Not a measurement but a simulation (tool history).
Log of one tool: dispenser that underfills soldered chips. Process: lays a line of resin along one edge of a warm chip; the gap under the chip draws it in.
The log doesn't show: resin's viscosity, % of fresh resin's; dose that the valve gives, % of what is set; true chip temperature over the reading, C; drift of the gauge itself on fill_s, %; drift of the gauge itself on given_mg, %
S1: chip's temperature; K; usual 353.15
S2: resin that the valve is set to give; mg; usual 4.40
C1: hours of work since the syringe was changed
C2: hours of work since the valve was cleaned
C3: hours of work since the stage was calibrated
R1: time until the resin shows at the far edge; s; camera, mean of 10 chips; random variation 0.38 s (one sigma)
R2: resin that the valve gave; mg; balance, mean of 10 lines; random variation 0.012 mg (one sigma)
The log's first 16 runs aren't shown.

run,hour,S1,S2,C1,C2,C3,R1,R2
# hour 212.6: new syringe of resin
# hour 213.6: dispensing valve cleaned and set on the balance
# hour 223.8: new syringe of resin
17,227.9,353.15,5.61,3,9,602,24.9,5.58
# hour 232.9: new syringe of resin
18,241.5,353.15,5.61,6,18,611,31.4,5.57
# hour 243.1: new syringe of resin
# hour 252.3: new syringe of resin
19,258.4,362.15,4.01,4,29,622,22.5,3.97
# hour 262.6: new syringe of resin
20,266.8,357.15,5.04,3,34,627,22.7,4.99
# hour 272.5: new syringe of resin
21,280.9,357.15,5.04,6,44,636,27.4,4.98
# hour 282.4: new syringe of resin
# hour 292.0: new syringe of resin
22,298.9,358.15,3.74,5,55,648,26.5,3.66
# hour 301.2: new syringe of resin
# hour 310.6: new syringe of resin
23,316.5,358.15,3.74,4,67,659,26.0,3.65
# hour 319.9: new syringe of resin
# hour 329.8: new syringe of resin
24,333.6,358.15,3.74,3,78,670,23.4,3.66
# hour 339.1: new syringe of resin
# hour 348.9: new syringe of resin
25,349.7,363.15,5.51,1,88,680,16.4,5.34
# hour 356.9: dispensing valve cleaned and set on the balance
# hour 360.1: new syringe of resin
26,366.6,349.15,5.41,4,6,691,31.1,5.41
# hour 369.5: new syringe of resin
27,377.2,353.15,4.83,5,13,698,29.7,4.81
# hour 379.1: new syringe of resin
# hour 388.4: new syringe of resin
28,388.4,339.15,5.54,0,20,705,30.8,5.52
# hour 398.3: new syringe of resin
29,405.2,341.15,4.40,5,31,716,40.1,4.37
# hour 408.6: new syringe of resin
30,415.7,348.15,4.13,5,38,723,32.9,4.09
# hour 417.8: new syringe of resin
# hour 428.1: new syringe of resin
31,432.1,363.15,4.85,3,49,733,18.5,4.77
# hour 437.4: new syringe of resin
32,440.1,365.15,5.21,2,54,738,16.6,5.11
# hour 446.8: new syringe of resin
33,455.4,354.15,4.46,6,64,748,30.8,4.37

3 ways to go on from here, each from the tool as it stands after run 33. What would each give?
# hour 457.2: new syringe of resin
A,465.5,350.15,4.40,6,70,755,?,?
# hour 457.2: new syringe of resin
B,465.5,341.15,4.53,6,70,755,?,?
# hour 457.2: new syringe of resin
C,465.5,348.15,5.33,6,70,755,?,?

run,R1,R2
A,34.1,4.29
B,45.1,4.41
C,35.0,5.22
Without the tool's hidden state the same runs would have given:
run,R1,R2
A,26.0,4.40
B,34.9,4.52
C,27.1,5.35
